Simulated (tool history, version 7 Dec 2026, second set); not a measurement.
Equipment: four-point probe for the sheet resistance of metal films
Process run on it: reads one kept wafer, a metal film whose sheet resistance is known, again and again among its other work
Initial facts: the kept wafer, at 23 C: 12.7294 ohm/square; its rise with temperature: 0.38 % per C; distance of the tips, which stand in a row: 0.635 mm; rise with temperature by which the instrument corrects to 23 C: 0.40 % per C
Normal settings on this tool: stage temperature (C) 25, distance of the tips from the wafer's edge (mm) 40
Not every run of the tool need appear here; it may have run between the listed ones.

run   hour  stage temperature (C)  distance of the tips from the wafer's edge (mm)  sheet resistance as the instrument gives it (ohm/square)
  1    0.0                     25                                               40                                                 12.669881
  2   32.7                     25                                               40                                                 12.671667
  3   72.2                     25                                               40                                                 12.671787
  4  104.8                     25                                               40                                                 12.676059
  5  145.5                     25                                               40                                                 12.674667
  6  164.7                     25                                               40                                                 12.670222
  7  199.0                     25                                               40                                                 12.672048
  8  235.4                     25                                               40                                                 12.670098
  9  264.1                     25                                               40                                                 12.668823
 10  284.3                     25                                               40                                                 12.671340
 11  319.0                     25                                               40                                                 12.668864
 12  352.6                     25                                               40                                                 12.673638
 13  370.1                     25                                               40                                                 12.667354
 14  387.7                     25                                               40                                                 12.675481
 15  407.4                     23                                               40                                                 12.674218
 16  430.7                     23                                               40                                                 12.676974
 17  458.4                     23                                               40                                                 12.677461
 18  476.1                     23                                               40                                                 12.678406
 19  515.4                     23                                               45                                                 12.678032
 20  538.5                     25                                                6                                                 12.747673
 21  577.6                     25                                                4                                                 12.836904
 22  613.7                     25                                                4                                                 12.843284
 23  652.5                     25                                                4                                                 12.836137
 24  686.8                     23                                               54                                                 12.672040
 25  714.9                     23                                               54                                                 12.670632

What will run 26 give?
 26  749.6                     23                                               12                                                         ?

Run 26 came out at sheet resistance as the instrument gives it (ohm/square) 12.688807.
Were there no unlogged condition in the tool, this run, its random variation unchanged, would have produced sheet resistance as the instrument gives it (ohm/square) 12.746327.

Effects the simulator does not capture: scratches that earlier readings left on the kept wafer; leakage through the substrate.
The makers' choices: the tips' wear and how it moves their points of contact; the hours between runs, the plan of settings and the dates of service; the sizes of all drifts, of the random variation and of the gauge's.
